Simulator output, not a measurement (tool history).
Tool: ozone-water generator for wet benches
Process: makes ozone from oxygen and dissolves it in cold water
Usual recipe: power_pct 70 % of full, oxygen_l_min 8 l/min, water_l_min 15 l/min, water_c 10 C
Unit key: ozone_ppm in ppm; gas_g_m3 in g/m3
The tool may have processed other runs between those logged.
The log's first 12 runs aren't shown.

run,hour,power_pct,oxygen_l_min,water_l_min,water_c,hours of work since the electrodes were changed,hours of work since the contactor was cleaned,hours of work since the thermometer was calibrated,ozone_ppm,gas_g_m3
13,821.6,70,8,15,10,2780,7384,4015,36.2,183.7
14,862.4,92,8,15,10,2809,7414,4044,46,232.9
15,947.1,70,8,15,10,2870,7474,4105,36.5,181.7
16,1042.7,70,8,15,10,2938,7543,4173,35.7,183.3
17,1101.4,70,8,15,10,2980,7585,4215,35.9,182.2
18,1193.4,70,8,9,10,3046,7651,4281,48.8,181.9
19,1248.7,70,8,10,9,3086,7690,4321,47.9,182.9
# hour 1293.3: water thermometer calibrated
20,1298,58,8,10,9,3121,7725,3,40,154.1
21,1348,93,7.17,17,10,3157,7761,39,43.3,246.8
22,1413.6,93,7.17,17,10,3204,7808,86,43,250.6
23,1499.8,45,8,15,11,3265,7870,148,24.3,122.8
24,1587.6,70,8,15,5,3328,7932,211,39.6,182.9
25,1643.2,70,8,15,5,3368,7972,251,39.5,183.2
26,1715.1,94,8,15,8,3419,8024,302,48.7,236.3
27,1786.3,94,8,13,7,3471,8075,353,54.8,235.6
28,1865.1,94,8,13,7,3527,8131,409,54.4,235.8
29,1917.4,94,8,13,7,3564,8169,447,54.7,236.9
30,1971.1,94,8,13,7,3603,8207,485,54.6,236.4
31,2011.2,54,8,9,10,3632,8236,514,38.5,143.7
32,2073.5,54,8,9,10,3676,8280,559,38.2,144.3
33,2114.1,66,8,15,5,3705,8310,588,37.5,173.3

Predict each of these 4 candidate next runs independently; none follows another, all start after run 33:
A,2205.6,66,8.57,15,5,3771,8375,653,?,?
B,2205.6,70,12.28,15,10,3771,8375,653,?,?
C,2205.6,45,8,9,5,3771,8375,653,?,?
D,2205.6,65,8,18,5,3771,8375,653,?,?

run,ozone_ppm,gas_g_m3
A,37,167
B,33.5,143.1
C,36.1,123.8
D,32.1,170.5
The same runs, with their run-to-run variation unchanged, on a tool lacking any hidden condition would have given:
run,ozone_ppm,gas_g_m3
A,37.1,167.1
B,33.5,143.2
C,36.1,123.9
D,32.2,170.6

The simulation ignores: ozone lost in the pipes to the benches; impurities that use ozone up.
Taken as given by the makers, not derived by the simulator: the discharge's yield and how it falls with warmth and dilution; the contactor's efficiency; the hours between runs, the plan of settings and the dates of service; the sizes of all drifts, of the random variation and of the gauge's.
